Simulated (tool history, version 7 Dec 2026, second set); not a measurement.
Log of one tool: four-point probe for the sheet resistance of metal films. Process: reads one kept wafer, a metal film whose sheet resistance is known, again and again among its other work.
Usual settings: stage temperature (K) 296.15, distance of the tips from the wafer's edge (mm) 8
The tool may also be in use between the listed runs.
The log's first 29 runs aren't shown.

| run | day | stage temperature (K) | distance of the tips from the wafer's edge (mm) | sheet resistance as the instrument gives it (ohm/square) |
|---|---|---|---|---|
| 30 | 24.342 | 305.15 | 41 | 0.112071 |
| 31 | 25.238 | 305.15 | 41 | 0.112054 |
| 32 | 26.379 | 305.15 | 41 | 0.112064 |
| 33 | 27.171 | 300.15 | 14 | 0.111628 |
| 34 | 28.071 | 292.15 | 17 | 0.110917 |
| 35 | 28.650 | 291.15 | 19 | 0.110774 |
| 36 | 29.450 | 291.15 | 19 | 0.110754 |
| 37 | 30.650 | 296.15 | 3 | 0.112854 |
| 38 | 31.542 | 291.15 | 67 | 0.110773 |
| 39 | 32.754 | 307.15 | 22 | 0.112259 |
| 40 | 33.321 | 292.15 | 23 | 0.110867 |
| 41 | 34.017 | 292.15 | 9 | 0.111071 |
| 42 | 34.721 | 292.15 | 9 | 0.111034 |

Forecast each of these 4 alternatives for the next run:
| A | 35.712 | 296.15 | 9 | ? |
| B | 35.712 | 304.15 | 27 | ? |
| C | 35.712 | 294.15 | 9 | ? |
| D | 35.712 | 302.15 | 7 | ? |

| run | sheet resistance as the instrument gives it (ohm/square) |
|---|---|
| A | 0.111469 |
| B | 0.111997 |
| C | 0.111268 |
| D | 0.112121 |
Without the tool's hidden state the same runs would have given:
| run | sheet resistance as the instrument gives it (ohm/square) |
|---|---|
| A | 0.110902 |
| B | 0.111431 |
| C | 0.110700 |
| D | 0.111554 |
